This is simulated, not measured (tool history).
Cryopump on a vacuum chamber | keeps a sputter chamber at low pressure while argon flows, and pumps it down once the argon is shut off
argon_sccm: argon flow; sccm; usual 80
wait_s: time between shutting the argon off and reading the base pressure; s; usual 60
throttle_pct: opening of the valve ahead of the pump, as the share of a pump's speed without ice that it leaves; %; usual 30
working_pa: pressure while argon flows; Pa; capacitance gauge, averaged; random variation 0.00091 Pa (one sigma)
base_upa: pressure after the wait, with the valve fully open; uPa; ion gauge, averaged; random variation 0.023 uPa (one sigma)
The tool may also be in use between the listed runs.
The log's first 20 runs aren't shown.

Run 21, hour 1229.1: usual settings but argon_sccm 110 sccm, wait_s 30 s, throttle_pct 57 %. Result: working_pa 0.1402 Pa, base_upa 1.52 uPa.
Run 22, hour 1274.5: usual settings but wait_s 118 s, throttle_pct 59 %. Result: working_pa 0.1014 Pa, base_upa 0.6 uPa.
Run 23, hour 1336.8: usual settings but wait_s 118 s, throttle_pct 59 %. Result: working_pa 0.1011 Pa, base_upa 0.6 uPa.
Run 24, hour 1374: usual settings but argon_sccm 123 sccm, wait_s 175 s, throttle_pct 59 %. Result: working_pa 0.1554 Pa, base_upa 0.51 uPa.
Run 25, hour 1451.9: usual settings but argon_sccm 55 sccm, wait_s 93 s, throttle_pct 23 %. Result: working_pa 0.1745 Pa, base_upa 0.7 uPa.
Run 26, hour 1518.8: usual settings but argon_sccm 59 sccm, wait_s 176 s, throttle_pct 19 %. Result: working_pa 0.2247 Pa, base_upa 0.51 uPa.
Run 27, hour 1578.6: usual settings but argon_sccm 36 sccm, wait_s 48 s, throttle_pct 17 %. Result: working_pa 0.1533 Pa, base_upa 1.11 uPa.
Run 28, hour 1614.9: usual settings but argon_sccm 36 sccm, wait_s 48 s, throttle_pct 17 %. Result: working_pa 0.1532 Pa, base_upa 1.04 uPa.
Run 29, hour 1683.6: usual settings but argon_sccm 45 sccm, wait_s 113 s, throttle_pct 53 %. Result: working_pa 0.065 Pa, base_upa 0.7 uPa.
Run 30, hour 1755.2: usual settings but wait_s 235 s, throttle_pct 33 %. Result: working_pa 0.1836 Pa, base_upa 0.52 uPa.
Run 31, hour 1813.2: usual settings but wait_s 235 s, throttle_pct 33 %. Result: working_pa 0.1817 Pa, base_upa 0.55 uPa.
Run 32, hour 1897.9: usual settings but argon_sccm 33 sccm, throttle_pct 18 %. Result: working_pa 0.1341 Pa, base_upa 0.99 uPa.
Run 33, hour 1951.9: usual settings but argon_sccm 44 sccm. Result: working_pa 0.1118 Pa, base_upa 1 uPa.

Forecast each of these 5 alternatives for the next run:
Run A, hour 1992.9: usual settings but argon_sccm 39 sccm, wait_s 118 s. Result: working_pa ?, base_upa ?.
Run B, hour 1992.9: usual settings but argon_sccm 76 sccm, throttle_pct 47 %. Result: working_pa ?, base_upa ?.
Run C, hour 1992.9: usual settings but argon_sccm 77 sccm, wait_s 69 s. Result: working_pa ?, base_upa ?.
Run D, hour 1992.9: usual settings but argon_sccm 56 sccm, wait_s 41 s, throttle_pct 34 %. Result: working_pa ?, base_upa ?.
Run E, hour 1992.9: usual settings but throttle_pct 23 %. Result: working_pa ?, base_upa ?.

run  working_pa  base_upa
  A      0.0986      0.71
  B      0.1263      1.06
  C      0.1947      0.92
  D      0.1251      1.24
  E      0.2599      1.05
Without the tool's hidden state the same runs would have given:
run  working_pa  base_upa
  A      0.0923      0.41
  B      0.1139      0.75
  C      0.1821      0.62
  D       0.116      0.95
  E      0.2468      0.74

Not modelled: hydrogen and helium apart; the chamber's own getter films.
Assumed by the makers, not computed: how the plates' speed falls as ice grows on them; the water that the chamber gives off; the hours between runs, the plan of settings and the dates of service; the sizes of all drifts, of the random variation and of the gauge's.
